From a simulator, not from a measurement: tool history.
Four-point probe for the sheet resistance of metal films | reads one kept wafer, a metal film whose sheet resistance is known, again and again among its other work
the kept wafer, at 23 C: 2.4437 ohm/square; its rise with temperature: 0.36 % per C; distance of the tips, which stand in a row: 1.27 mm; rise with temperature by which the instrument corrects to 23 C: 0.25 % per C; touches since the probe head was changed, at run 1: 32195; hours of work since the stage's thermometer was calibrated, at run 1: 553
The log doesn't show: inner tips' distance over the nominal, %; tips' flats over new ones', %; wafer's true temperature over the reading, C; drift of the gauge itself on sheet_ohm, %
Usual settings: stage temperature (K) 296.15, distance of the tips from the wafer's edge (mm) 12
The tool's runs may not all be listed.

| run | hour | stage temperature (K) | distance of the tips from the wafer's edge (mm) | touches since the probe head was changed | hours of work since the stage's thermometer was calibrated | sheet resistance as the instrument gives it (ohm/square) |
|---|---|---|---|---|---|---|
| 1 | 0 | 296.15 | 12 | 32195 | 553 | 2.460392 |
| 2 | 22 | 296.15 | 12 | 32810 | 564 | 2.459479 |
| 3 | 56.1 | 296.15 | 12 | 33764 | 580 | 2.460156 |
| 4 | 89.1 | 296.15 | 12 | 34689 | 596 | 2.460724 |
| 5 | 105.9 | 296.15 | 12 | 35158 | 604 | 2.459912 |
|  | 109.7 | stage's thermometer calibrated |
| 6 | 135.9 | 296.15 | 10 | 35985 | 13 | 2.46582 |
| 7 | 168 | 296.15 | 10 | 36881 | 28 | 2.465033 |
| 8 | 189.1 | 296.15 | 10 | 37471 | 38 | 2.465354 |
| 9 | 228.1 | 296.15 | 10 | 38562 | 57 | 2.465671 |
| 10 | 268.3 | 298.15 | 12 | 39689 | 76 | 2.46454 |
| 11 | 290.3 | 305.15 | 40 | 40304 | 87 | 2.469826 |
|  | 295.1 | stage's thermometer calibrated, once more |
| 12 | 325.2 | 291.15 | 10 | 41266 | 14 | 2.456342 |

Forecast each of these 5 alternatives for the next run:
| A | 350.5 | 296.15 | 5 | 41974 | 27 | ? |
| B | 350.5 | 306.15 | 24 | 41974 | 27 | ? |
| C | 350.5 | 292.15 | 4 | 41974 | 27 | ? |
| D | 350.5 | 296.15 | 12 | 41974 | 27 | ? |
| E | 350.5 | 306.15 | 3 | 41974 | 27 | ? |

| run | sheet resistance as the instrument gives it (ohm/square) |
|---|---|
| A | 2.531421 |
| B | 2.478842 |
| C | 2.563907 |
| D | 2.46377 |
| E | 2.692036 |
Without the tool's hidden state the same runs would have given:
| run | sheet resistance as the instrument gives it (ohm/square) |
|---|---|
| A | 2.526252 |
| B | 2.473756 |
| C | 2.558683 |
| D | 2.458726 |
| E | 2.686555 |

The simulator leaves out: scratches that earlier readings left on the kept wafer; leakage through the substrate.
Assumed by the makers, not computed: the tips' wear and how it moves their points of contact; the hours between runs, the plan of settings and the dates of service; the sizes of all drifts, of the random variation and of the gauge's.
